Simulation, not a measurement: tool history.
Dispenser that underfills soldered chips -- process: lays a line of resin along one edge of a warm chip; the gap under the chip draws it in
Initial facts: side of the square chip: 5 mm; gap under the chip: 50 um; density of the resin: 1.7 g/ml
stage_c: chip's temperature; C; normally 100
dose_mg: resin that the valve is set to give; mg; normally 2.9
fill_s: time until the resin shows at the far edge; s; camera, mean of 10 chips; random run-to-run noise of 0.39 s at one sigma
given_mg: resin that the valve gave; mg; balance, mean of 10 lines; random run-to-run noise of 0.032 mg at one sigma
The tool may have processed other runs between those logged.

run 1 hour=0 | stage_c=100 dose_mg=2.9 | fill_s=31.8 given_mg=2.8
-- hour=2.9 new syringe of resin
run 2 hour=7.8 | stage_c=100 dose_mg=2.9 | fill_s=30.3 given_mg=2.75
-- hour=12 new syringe of resin
run 3 hour=16.9 | stage_c=100 dose_mg=2.9 | fill_s=30.6 given_mg=2.78
-- hour=21.5 new syringe of resin
run 4 hour=24.9 | stage_c=100 dose_mg=2.9 | fill_s=27.6 given_mg=2.77
-- hour=30.6 new syringe of resin
run 5 hour=34.5 | stage_c=100 dose_mg=2.9 | fill_s=28.7 given_mg=2.72
run 6 hour=39.2 | stage_c=100 dose_mg=3.64 | fill_s=34.1 given_mg=3.4
-- hour=40.1 new syringe of resin
run 7 hour=44.8 | stage_c=100 dose_mg=3.64 | fill_s=28.3 given_mg=3.4
-- hour=49.5 new syringe of resin
run 8 hour=50.5 | stage_c=100 dose_mg=3.64 | fill_s=24.2 given_mg=3.4
-- hour=54.7 dispensing valve cleaned and set on the balance
run 9 hour=58 | stage_c=109 dose_mg=2.9 | fill_s=22.6 given_mg=2.85
-- hour=59.5 new syringe of resin
run 10 hour=64.1 | stage_c=109 dose_mg=2.9 | fill_s=19.5 given_mg=2.92
-- hour=69 new syringe of resin
run 11 hour=73.4 | stage_c=109 dose_mg=2.9 | fill_s=18.7 given_mg=2.92
-- hour=78.8 new syringe of resin
run 12 hour=82.2 | stage_c=100 dose_mg=2.9 | fill_s=27.1 given_mg=2.88
-- hour=88.2 new syringe of resin
run 13 hour=90.5 | stage_c=100 dose_mg=2.9 | fill_s=26.3 given_mg=2.86
-- hour=97.4 new syringe of resin
run 14 hour=99.6 | stage_c=100 dose_mg=2.9 | fill_s=25.7 given_mg=2.83
-- hour=106.8 new syringe of resin
run 15 hour=107.8 | stage_c=100 dose_mg=3.68 | fill_s=23.7 given_mg=3.55
-- hour=116.3 new syringe of resin
run 16 hour=118.5 | stage_c=100 dose_mg=2.9 | fill_s=25.6 given_mg=2.78
-- hour=125.3 new syringe of resin
run 17 hour=129 | stage_c=100 dose_mg=2.9 | fill_s=28 given_mg=2.79
-- hour=134.6 new syringe of resin
run 18 hour=139.3 | stage_c=103 dose_mg=3.28 | fill_s=25 given_mg=3.15
-- hour=144 new syringe of resin
run 19 hour=149.6 | stage_c=94 dose_mg=2.68 | fill_s=41.2 given_mg=2.54
-- hour=153.1 new syringe of resin
run 20 hour=158.5 | stage_c=94 dose_mg=3.31 | fill_s=37.5 given_mg=3.08
-- hour=162.4 new syringe of resin
run 21 hour=164 | stage_c=105 dose_mg=2.8 | fill_s=20.4 given_mg=2.62
-- hour=171.5 new syringe of resin
run 22 hour=173.6 | stage_c=105 dose_mg=2.8 | fill_s=21.7 given_mg=2.58
-- hour=176.1 dispensing valve cleaned and set on the balance
run 23 hour=179.4 | stage_c=95 dose_mg=3.11 | fill_s=39.5 given_mg=3.1
-- hour=182.1 new syringe of resin
run 24 hour=187.8 | stage_c=95 dose_mg=3.11 | fill_s=38.2 given_mg=3.09
-- hour=191.8 new syringe of resin
run 25 hour=193.7 | stage_c=88 dose_mg=3.56 | fill_s=42.4 given_mg=3.52
-- hour=201.6 new syringe of resin
run 26 hour=201.6 | stage_c=88 dose_mg=3.56 | fill_s=39.4 given_mg=3.49
run 27 hour=207 | stage_c=86 dose_mg=3.23 | fill_s=55.4 given_mg=3.18
-- hour=211.4 new syringe of resin
run 28 hour=215.4 | stage_c=86 dose_mg=3.23 | fill_s=52.4 given_mg=3.16
-- hour=220.7 new syringe of resin
run 29 hour=222.8 | stage_c=88 dose_mg=3.15 | fill_s=42.7 given_mg=3.06
run 30 hour=228.8 | stage_c=99 dose_mg=2.73 | fill_s=35.6 given_mg=2.66
-- hour=230.6 new syringe of resin
run 31 hour=234.8 | stage_c=88 dose_mg=2.9 | fill_s=50.7 given_mg=2.82
-- hour=240 new syringe of resin
run 32 hour=242.6 | stage_c=93 dose_mg=3.38 | fill_s=35.2 given_mg=3.3
-- hour=249.4 new syringe of resin
run 33 hour=249.9 | stage_c=93 dose_mg=3.38 | fill_s=32 given_mg=3.27
run 34 hour=258.1 | stage_c=110 dose_mg=3.74 | fill_s=21.7 given_mg=3.56

Table of differences, measured result less the result of that run with no hidden state. Run-to-run variation is the same in both. Gauge scatter possibly is not:
Hidden state present: resin's viscosity, % of fresh resin's; dose that the valve gives, % of what is set; true chip temperature over the reading, C; drift of the gauge itself on fill_s, %; drift of the gauge itself on given_mg, %.
run=1 fill_s=+6.7 given_mg=-0.11
run=2 fill_s=+5.5 given_mg=-0.13
run=3 fill_s=+5.5 given_mg=-0.15
run=4 fill_s=+2.9 given_mg=-0.16
run=5 fill_s=+3.6 given_mg=-0.18
run=6 fill_s=+10.1 given_mg=-0.23
run=7 fill_s=+4.1 given_mg=-0.24
run=8 fill_s=-0.4 given_mg=-0.25
run=9 fill_s=+5.7 given_mg=+0
run=10 fill_s=+2.7 given_mg=-0.01
run=11 fill_s=+2.4 given_mg=-0.03
run=12 fill_s=+2.2 given_mg=-0.05
run=13 fill_s=+1.1 given_mg=-0.06
run=14 fill_s=+0.7 given_mg=-0.07
run=15 fill_s=-1 given_mg=-0.11
run=16 fill_s=+0.1 given_mg=-0.1
run=17 fill_s=+3.1 given_mg=-0.13
run=18 fill_s=+3.3 given_mg=-0.16
run=19 fill_s=+7.5 given_mg=-0.15
run=20 fill_s=+6 given_mg=-0.21
run=21 fill_s=+0.3 given_mg=-0.18
run=22 fill_s=+0.9 given_mg=-0.19
run=23 fill_s=+8.7 given_mg=+0
run=24 fill_s=+6.5 given_mg=-0.02
run=25 fill_s=+0 given_mg=-0.04
run=26 fill_s=-4.5 given_mg=-0.06
run=27 fill_s=+7.7 given_mg=-0.06
run=28 fill_s=+4.4 given_mg=-0.08
run=29 fill_s=+0.1 given_mg=-0.09
run=30 fill_s=+9.4 given_mg=-0.09
run=31 fill_s=+5.7 given_mg=-0.1
run=32 fill_s=+1.3 given_mg=-0.13
run=33 fill_s=-2.2 given_mg=-0.15
run=34 fill_s=+6 given_mg=-0.19
